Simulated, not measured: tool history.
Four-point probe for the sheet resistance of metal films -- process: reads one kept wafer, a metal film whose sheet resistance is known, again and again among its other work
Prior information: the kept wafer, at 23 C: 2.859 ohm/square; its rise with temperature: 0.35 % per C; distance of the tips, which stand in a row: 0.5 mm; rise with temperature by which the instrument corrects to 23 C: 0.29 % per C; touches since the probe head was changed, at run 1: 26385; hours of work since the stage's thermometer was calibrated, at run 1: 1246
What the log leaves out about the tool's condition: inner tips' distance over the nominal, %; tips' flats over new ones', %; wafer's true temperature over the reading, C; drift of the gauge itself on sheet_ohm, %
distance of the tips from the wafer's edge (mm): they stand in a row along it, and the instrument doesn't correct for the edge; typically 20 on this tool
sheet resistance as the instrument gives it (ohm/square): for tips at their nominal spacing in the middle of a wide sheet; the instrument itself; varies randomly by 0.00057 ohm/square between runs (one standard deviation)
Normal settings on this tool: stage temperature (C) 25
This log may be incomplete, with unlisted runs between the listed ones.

run	day	stage temperature (C)	distance of the tips from the wafer's edge (mm)	touches since the probe head was changed	hours of work since the stage's thermometer was calibrated	sheet resistance as the instrument gives it (ohm/square)
1	0	25	20	26385	1246	2.863435
2	3.558	25	20	27322	1290	2.863529
3	6.862	25	20	28193	1331	2.863345
4	9.308	25	20	28837	1362	2.863475
5	13.9	25	20	30046	1419	2.863566
6	18.438	25	20	31241	1475	2.863126
7	22.425	20	20	32292	1525	2.854834
8	27.575	25	47	33648	1589	2.862746
9	31.567	24	20	34700	1638	2.861976
# day 36.758: stage's thermometer calibrated
10	37.496	25	36	36255	9	2.866153
11	43.342	18	42	37795	82	2.853196
12	48.383	35	30	39124	145	2.884254
13	51.321	23	27	39897	181	2.863644
14	56.433	24	10	41244	245	2.869867
15	61.596	20	9	42604	309	2.86264
16	64.875	34	5	43468	350	2.899641
17	70.196	25	19	44868	416	2.867159
18	75.221	20	5	46192	478	2.873363

Expected results for the next run?
19	77.758	20	5	46861	510	?

{"run 19": {"sheet resistance as the instrument gives it (ohm/square)": 2.873219}}
On a tool with no hidden condition, and with the same random variation, this run would have come out at sheet resistance as the instrument gives it (ohm/square) 2.868838.

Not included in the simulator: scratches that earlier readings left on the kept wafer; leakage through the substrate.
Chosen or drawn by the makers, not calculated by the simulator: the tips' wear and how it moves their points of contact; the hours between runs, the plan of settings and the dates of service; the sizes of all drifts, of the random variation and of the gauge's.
